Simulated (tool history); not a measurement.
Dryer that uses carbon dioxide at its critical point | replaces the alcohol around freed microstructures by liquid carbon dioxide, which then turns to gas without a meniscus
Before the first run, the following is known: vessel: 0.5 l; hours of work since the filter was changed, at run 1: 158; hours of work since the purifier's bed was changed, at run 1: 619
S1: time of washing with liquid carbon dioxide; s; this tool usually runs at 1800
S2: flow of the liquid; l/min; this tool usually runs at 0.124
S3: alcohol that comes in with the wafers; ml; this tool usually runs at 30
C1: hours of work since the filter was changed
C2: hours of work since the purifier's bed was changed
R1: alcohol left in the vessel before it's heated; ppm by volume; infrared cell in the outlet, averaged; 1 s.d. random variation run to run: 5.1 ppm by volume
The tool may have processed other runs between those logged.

run	hour	S1	S2	S3	C1	C2	R1
1	0	1800	0.124	30	158	619	219
# hour 13: inlet filter changed
2	35.6	1800	0.124	30	10	635	158
3	71.6	1800	0.124	30	27	651	157
4	108.3	1800	0.124	112	44	668	332
5	150.7	1800	0.124	112	64	688	356
6	172.2	1800	0.124	112	73	698	364
7	214.5	1800	0.124	24	93	717	184
8	252.2	1800	0.124	24	110	735	189
9	286.5	1800	0.124	24	126	750	203
10	319.4	1800	0.124	24	141	766	207
11	343.1	1800	0.124	24	152	777	222
# hour 367.5: inlet filter changed
12	380.5	1800	0.125	30	6	793	183
13	399	1800	0.125	30	15	802	174
14	421.4	1800	0.124	30	25	812	191
15	444.1	1800	0.09	30	35	823	496
16	464.1	1380	0.09	30	45	832	1353
17	499.3	1380	0.09	30	61	848	1407
18	524.6	1380	0.09	30	72	860	1491
19	562.7	1380	0.09	30	90	877	1501
20	596.4	1800	0.124	30	106	893	219
21	631.4	1800	0.124	30	122	909	236
22	659.7	1800	0.124	30	135	922	248
23	684	1800	0.124	30	146	933	260
24	709.7	2700	0.116	64	158	945	164
# hour 721: inlet filter changed
25	747	1440	0.194	83	12	962	184
26	784.7	1440	0.091	55	29	979	1900
27	803.8	1440	0.091	55	38	988	1937
28	829.6	1500	0.185	44	50	1000	178
29	866.1	2880	0.124	30	67	1017	148
# hour 887.4: purifier's bed changed
30	897.3	1560	0.124	57	80	5	345
31	922.6	1920	0.124	57	92	16	106
32	953.1	2160	0.155	24	106	30	13
33	995.8	2700	0.106	87	125	50	56
34	1015.9	2280	0.106	120	135	59	240
35	1056.1	2280	0.106	120	153	78	260
# hour 1078.7: inlet filter changed
36	1081.1	2280	0.106	120	1	89	116
37	1114.9	2280	0.106	120	17	104	125
38	1147.9	2280	0.084	120	32	120	563
39	1179.6	1920	0.124	30	47	134	62
40	1220.5	1920	0.08	77	65	153	1350
41	1245.8	1920	0.08	77	77	165	1461
42	1270.2	2160	0.121	72	88	176	85
43	1291.6	2160	0.106	45	98	186	133
44	1314.1	2160	0.173	25	109	196	48

Describe how what the log doesn't record of the tool's condition differs between the last listed run preceding each entry between runs and the first listed run following it.
Logged between run 1 and run 2: inlet filter changed (hour 13)
  flow that reaches the vessel past the clogged filter, %: 87.8 -> 98.8; alcohol in the recycled carbon dioxide, ppm: 104.2 -> 106.7
  measured result minus the result with no hidden state, R1: +163 -> +104 ppm by volume
Logged between run 11 and run 12: inlet filter changed (hour 367.5)
  flow that reaches the vessel past the clogged filter, %: 87.6 -> 99.4; alcohol in the recycled carbon dioxide, ppm: 127.4 -> 130
  measured result minus the result with no hidden state, R1: +178 -> +128 ppm by volume
Logged between run 24 and run 25: inlet filter changed (hour 721)
  flow that reaches the vessel past the clogged filter, %: 87.6 -> 98.7; alcohol in the recycled carbon dioxide, ppm: 152.4 -> 155
  measured result minus the result with no hidden state, R1: +158 -> +152 ppm by volume
Logged between run 29 and run 30: purifier's bed changed (hour 887.4)
  flow that reaches the vessel past the clogged filter, %: 94.4 -> 93.4; alcohol in the recycled carbon dioxide, ppm: 163.1 -> 6
  measured result minus the result with no hidden state, R1: +148 -> +117 ppm by volume
Logged between run 35 and run 36: inlet filter changed (hour 1078.7)
  flow that reaches the vessel past the clogged filter, %: 87.8 -> 99.7; alcohol in the recycled carbon dioxide, ppm: 16.7 -> 18.3
  measured result minus the result with no hidden state, R1: +165 -> +16 ppm by volume
